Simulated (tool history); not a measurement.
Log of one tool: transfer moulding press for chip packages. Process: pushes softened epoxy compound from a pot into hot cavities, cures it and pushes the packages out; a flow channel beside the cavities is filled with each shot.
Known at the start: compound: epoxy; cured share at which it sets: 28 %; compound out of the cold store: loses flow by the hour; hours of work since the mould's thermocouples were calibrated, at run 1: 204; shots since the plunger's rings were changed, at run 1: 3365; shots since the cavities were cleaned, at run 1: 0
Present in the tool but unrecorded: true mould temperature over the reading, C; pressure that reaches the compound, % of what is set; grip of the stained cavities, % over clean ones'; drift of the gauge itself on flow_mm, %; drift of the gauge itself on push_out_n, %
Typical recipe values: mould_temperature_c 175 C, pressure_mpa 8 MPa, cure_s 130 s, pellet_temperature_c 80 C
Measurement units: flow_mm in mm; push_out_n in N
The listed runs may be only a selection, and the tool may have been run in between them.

| run | hour | mould_temperature_c | pressure_mpa | cure_s | pellet_temperature_c | hours of work since the mould's thermocouples were calibrated | shots since the plunger's rings were changed | shots since the cavities were cleaned | incoming compound's hours out of the cold store | flow_mm | push_out_n |
|---|---|---|---|---|---|---|---|---|---|---|---|
| 1 | 0 | 175 | 8 | 130 | 80 | 204 | 3365 | 0 | 45.7 | 633 | 407 |
| 2 | 53 | 175 | 8 | 130 | 80 | 242 | 3906 | 541 | 13.2 | 768 | 785 |
| 3 | 77.6 | 175 | 8 | 130 | 80 | 260 | 4158 | 793 | 23.4 | 719 | 832 |
|  | 104.1 | cavities cleaned with cleaning compound and waxed |
| 4 | 116.1 | 175 | 8 | 130 | 80 | 287 | 4536 | 123 | 8.5 | 783 | 553 |
| 5 | 160.5 | 175 | 8 | 130 | 80 | 319 | 4989 | 576 | 10.6 | 763 | 794 |
|  | 205.8 | cavities cleaned with cleaning compound and waxed |
| 6 | 206.5 | 175 | 8 | 130 | 80 | 352 | 5443 | 7 | 21.2 | 707 | 414 |
| 7 | 244.6 | 175 | 8 | 130 | 80 | 380 | 5833 | 397 | 26.7 | 682 | 676 |
| 8 | 284 | 175 | 8 | 130 | 80 | 408 | 6235 | 799 | 24.9 | 679 | 812 |
|  | 309.1 | cavities cleaned with cleaning compound and waxed |
|  | 332.6 | plunger's sealing rings changed |
| 9 | 343.1 | 175 | 8 | 130 | 86 | 448 | 107 | 322 | 29.9 | 724 | 618 |
| 10 | 397.6 | 175 | 8 | 136 | 80 | 488 | 663 | 878 | 25.8 | 742 | 768 |
|  | 412.9 | cavities cleaned with cleaning compound and waxed |
|  | 418.4 | mould's thermocouples calibrated |
| 11 | 433.1 | 175 | 8 | 136 | 80 | 11 | 991 | 186 | 16.3 | 790 | 562 |
| 12 | 456.6 | 175 | 8 | 136 | 80 | 28 | 1231 | 426 | 25.4 | 739 | 672 |
| 13 | 511.4 | 175 | 8 | 136 | 80 | 68 | 1790 | 985 | 45.3 | 641 | 769 |
|  | 516.5 | cavities cleaned with cleaning compound and waxed |
| 14 | 563.2 | 175 | 8 | 136 | 80 | 104 | 2303 | 476 | 20.9 | 750 | 679 |
| 15 | 595.2 | 175 | 8 | 123 | 85 | 128 | 2631 | 804 | 21.6 | 738 | 922 |
|  | 618.9 | cavities cleaned with cleaning compound and waxed |
| 16 | 648.8 | 169 | 8 | 113 | 80 | 165 | 3163 | 306 | 11.8 | 806 | 1332 |
| 17 | 680 | 169 | 8 | 113 | 80 | 188 | 3482 | 625 | 43.3 | 648 | 1413 |
| 18 | 708.6 | 178 | 8 | 113 | 72 | 209 | 3773 | 916 | 31.4 | 677 | 897 |
|  | 720.4 | cavities cleaned with cleaning compound and waxed |
| 19 | 740.7 | 175 | 8 | 144 | 80 | 231 | 4086 | 207 | 44.8 | 622 | 515 |
| 20 | 780.2 | 175 | 8 | 144 | 81 | 260 | 4489 | 610 | 29.5 | 684 | 672 |
|  | 821.8 | cavities cleaned with cleaning compound and waxed |
| 21 | 821.8 | 175 | 8 | 144 | 85 | 289 | 4900 | 0 | 35.8 | 652 | 359 |
| 22 | 875.7 | 172 | 6.15 | 133 | 79 | 328 | 5449 | 549 | 44.5 | 542 | 807 |
| 23 | 916.9 | 172 | 6.15 | 133 | 79 | 358 | 5870 | 970 | 23.6 | 613 | 977 |
|  | 925.7 | cavities cleaned with cleaning compound and waxed |
| 24 | 968.9 | 175 | 8 | 118 | 87 | 395 | 6386 | 441 | 39.9 | 618 | 788 |
| 25 | 996.7 | 175 | 6.71 | 164 | 80 | 415 | 6670 | 725 | 40.9 | 559 | 623 |
|  | 1003.2 | plunger's sealing rings changed |
|  | 1032.6 | cavities cleaned with cleaning compound and waxed |
| 26 | 1032.6 | 175 | 8 | 130 | 80 | 439 | 285 | 0 | 12.8 | 808 | 427 |
| 27 | 1067.6 | 175 | 7.22 | 158 | 80 | 464 | 642 | 357 | 13.5 | 765 | 544 |

Forecast each of these 3 alternatives for the next run:
| A | 1100.5 | 175 | 7.46 | 158 | 80 | 488 | 979 | 694 | 27.6 | ? | ? |
| B | 1100.5 | 175 | 7.22 | 158 | 88 | 488 | 979 | 694 | 44.1 | ? | ? |
| C | 1100.5 | 174 | 7.22 | 158 | 80 | 488 | 979 | 694 | 42.6 | ? | ? |

| run | flow_mm | push_out_n |
|---|---|---|
| A | 709 | 621 |
| B | 624 | 634 |
| C | 637 | 644 |
The same runs, with their run-to-run variation unchanged, on a tool lacking any hidden condition would have given:
| run | flow_mm | push_out_n |
|---|---|---|
| A | 724 | 321 |
| B | 637 | 330 |
| C | 651 | 333 |
